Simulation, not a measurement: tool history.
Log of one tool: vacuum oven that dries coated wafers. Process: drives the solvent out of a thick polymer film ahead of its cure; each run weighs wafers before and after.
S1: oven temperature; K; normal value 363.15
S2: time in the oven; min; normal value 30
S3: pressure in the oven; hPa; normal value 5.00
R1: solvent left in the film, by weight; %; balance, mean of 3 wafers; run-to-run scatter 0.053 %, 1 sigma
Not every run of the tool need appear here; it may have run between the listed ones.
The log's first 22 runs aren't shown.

run	hour	S1	S2	S3	R1
23	661.0	363.15	30	5.00	2.41
24	705.1	359.15	30	5.00	3.75
25	743.0	374.15	25	5.00	0.66
26	783.9	371.15	48	5.00	0.15
27	803.2	371.15	48	5.00	0.18
28	843.7	356.15	48	3.21	2.47
29	886.8	356.15	24	3.25	6.15
30	921.7	356.15	24	3.25	6.17
31	952.7	361.15	22	18.54	5.16
32	972.0	364.15	39	17.37	1.75
33	1011.2	350.15	42	9.07	5.90
34	1049.8	357.15	44	9.07	2.85
35	1072.4	357.15	44	9.07	2.76
36	1116.3	357.15	44	9.07	2.92
37	1159.8	357.15	44	9.07	2.86
# hour 1171.9: oven's thermocouples calibrated
38	1181.6	365.15	42	12.38	1.17
39	1205.3	359.15	45	5.50	1.86
40	1234.8	368.15	52	9.45	0.55
41	1271.4	368.15	52	9.45	0.44
42	1300.7	368.15	52	9.45	0.42
43	1325.0	377.15	15	8.55	1.42
44	1345.6	362.15	24	19.14	4.28
45	1375.8	362.15	24	19.14	4.29
46	1398.0	362.15	24	19.14	4.29

5 options for the next run, each taken on its own from the tool as it stands now. Forecast them:
A	1422.7	376.15	36	5.25	?
B	1422.7	360.15	30	5.00	?
C	1422.7	363.15	54	5.00	?
D	1422.7	353.15	20	8.06	?
E	1422.7	356.15	34	13.52	?

run	R1
A	0.19
B	3.26
C	0.66
D	8.61
E	4.66
Without the tool's hidden state the same runs would have given:
run	R1
A	0.19
B	3.25
C	0.66
D	8.60
E	4.65
